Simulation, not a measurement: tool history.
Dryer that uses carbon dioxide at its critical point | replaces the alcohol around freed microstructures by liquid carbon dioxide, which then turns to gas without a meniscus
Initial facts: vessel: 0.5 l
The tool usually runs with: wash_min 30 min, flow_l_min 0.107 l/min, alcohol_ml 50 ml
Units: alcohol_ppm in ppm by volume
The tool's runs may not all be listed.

run 1 day=0.000 | wash_min=30 flow_l_min=0.107 alcohol_ml=50 | alcohol_ppm=644
run 2 day=0.992 | wash_min=30 flow_l_min=0.107 alcohol_ml=80 | alcohol_ppm=1036
run 3 day=2.108 | wash_min=30 flow_l_min=0.107 alcohol_ml=80 | alcohol_ppm=1098
run 4 day=2.821 | wash_min=30 flow_l_min=0.107 alcohol_ml=80 | alcohol_ppm=1137
run 5 day=3.654 | wash_min=30 flow_l_min=0.107 alcohol_ml=80 | alcohol_ppm=1181
run 6 day=4.242 | wash_min=30 flow_l_min=0.107 alcohol_ml=31 | alcohol_ppm=528
run 7 day=5.179 | wash_min=30 flow_l_min=0.107 alcohol_ml=50 | alcohol_ppm=789
run 8 day=6.296 | wash_min=30 flow_l_min=0.107 alcohol_ml=50 | alcohol_ppm=849
run 9 day=7.096 | wash_min=30 flow_l_min=0.107 alcohol_ml=50 | alcohol_ppm=900
run 10 day=7.562 | wash_min=30 flow_l_min=0.107 alcohol_ml=50 | alcohol_ppm=914
run 11 day=8.450 | wash_min=30 flow_l_min=0.107 alcohol_ml=50 | alcohol_ppm=921
run 12 day=9.454 | wash_min=30 flow_l_min=0.103 alcohol_ml=50 | alcohol_ppm=1152
run 13 day=10.433 | wash_min=30 flow_l_min=0.103 alcohol_ml=50 | alcohol_ppm=1075
run 14 day=10.954 | wash_min=30 flow_l_min=0.107 alcohol_ml=50 | alcohol_ppm=958
run 15 day=11.900 | wash_min=30 flow_l_min=0.107 alcohol_ml=50 | alcohol_ppm=976
run 16 day=12.788 | wash_min=30 flow_l_min=0.107 alcohol_ml=50 | alcohol_ppm=447
run 17 day=13.488 | wash_min=30 flow_l_min=0.077 alcohol_ml=50 | alcohol_ppm=2056
run 18 day=14.162 | wash_min=30 flow_l_min=0.077 alcohol_ml=50 | alcohol_ppm=2131
run 19 day=14.708 | wash_min=31 flow_l_min=0.107 alcohol_ml=50 | alcohol_ppm=411
run 20 day=15.775 | wash_min=31 flow_l_min=0.107 alcohol_ml=50 | alcohol_ppm=435
run 21 day=16.742 | wash_min=31 flow_l_min=0.107 alcohol_ml=50 | alcohol_ppm=448
run 22 day=17.750 | wash_min=31 flow_l_min=0.107 alcohol_ml=50 | alcohol_ppm=466
run 23 day=18.846 | wash_min=22 flow_l_min=0.107 alcohol_ml=21 | alcohol_ppm=957
run 24 day=19.612 | wash_min=38 flow_l_min=0.107 alcohol_ml=50 | alcohol_ppm=173
run 25 day=20.183 | wash_min=42 flow_l_min=0.087 alcohol_ml=80 | alcohol_ppm=502
run 26 day=21.075 | wash_min=42 flow_l_min=0.087 alcohol_ml=80 | alcohol_ppm=525
run 27 day=21.583 | wash_min=30 flow_l_min=0.087 alcohol_ml=80 | alcohol_ppm=2618
run 28 day=22.304 | wash_min=35 flow_l_min=0.075 alcohol_ml=80 | alcohol_ppm=2624
run 29 day=22.912 | wash_min=35 flow_l_min=0.075 alcohol_ml=80 | alcohol_ppm=2698
run 30 day=23.517 | wash_min=25 flow_l_min=0.135 alcohol_ml=80 | alcohol_ppm=899
run 31 day=24.654 | wash_min=24 flow_l_min=0.107 alcohol_ml=93 | alcohol_ppm=3613
run 32 day=25.329 | wash_min=45 flow_l_min=0.107 alcohol_ml=35 | alcohol_ppm=81
run 33 day=25.975 | wash_min=25 flow_l_min=0.072 alcohol_ml=50 | alcohol_ppm=6558
run 34 day=26.442 | wash_min=30 flow_l_min=0.134 alcohol_ml=80 | alcohol_ppm=420
run 35 day=27.229 | wash_min=34 flow_l_min=0.107 alcohol_ml=50 | alcohol_ppm=472
run 36 day=28.104 | wash_min=34 flow_l_min=0.107 alcohol_ml=50 | alcohol_ppm=488
run 37 day=29.204 | wash_min=24 flow_l_min=0.077 alcohol_ml=30 | alcohol_ppm=4056
run 38 day=30.329 | wash_min=41 flow_l_min=0.103 alcohol_ml=27 | alcohol_ppm=167
run 39 day=30.992 | wash_min=30 flow_l_min=0.105 alcohol_ml=31 | alcohol_ppm=334

Taken out of this log: 3 entries between the listed runs. Where each belongs, and how the hidden state differs across it:
Run 12 -> run 13: purifier's bed changed (day 10.354)
  flow that reaches the vessel past the clogged filter, %: 86.7 -> 86.1; alcohol in the recycled carbon dioxide, ppm: 99.9 -> 5.9
  what was measured, less what the result would be without the hidden state, alcohol_ppm: +626 -> +555 ppm by volume
Run 15 -> run 16: inlet filter changed (day 12.346)
  flow that reaches the vessel past the clogged filter, %: 84.9 -> 99.6; alcohol in the recycled carbon dioxide, ppm: 8.8 -> 10.5
  what was measured, less what the result would be without the hidden state, alcohol_ppm: +546 -> +15 ppm by volume
Run 38 -> run 39: inlet filter changed (day 30.750)
  flow that reaches the vessel past the clogged filter, %: 85.3 -> 99.4; alcohol in the recycled carbon dioxide, ppm: 46 -> 47.2
  what was measured, less what the result would be without the hidden state, alcohol_ppm: +117 -> +51 ppm by volume

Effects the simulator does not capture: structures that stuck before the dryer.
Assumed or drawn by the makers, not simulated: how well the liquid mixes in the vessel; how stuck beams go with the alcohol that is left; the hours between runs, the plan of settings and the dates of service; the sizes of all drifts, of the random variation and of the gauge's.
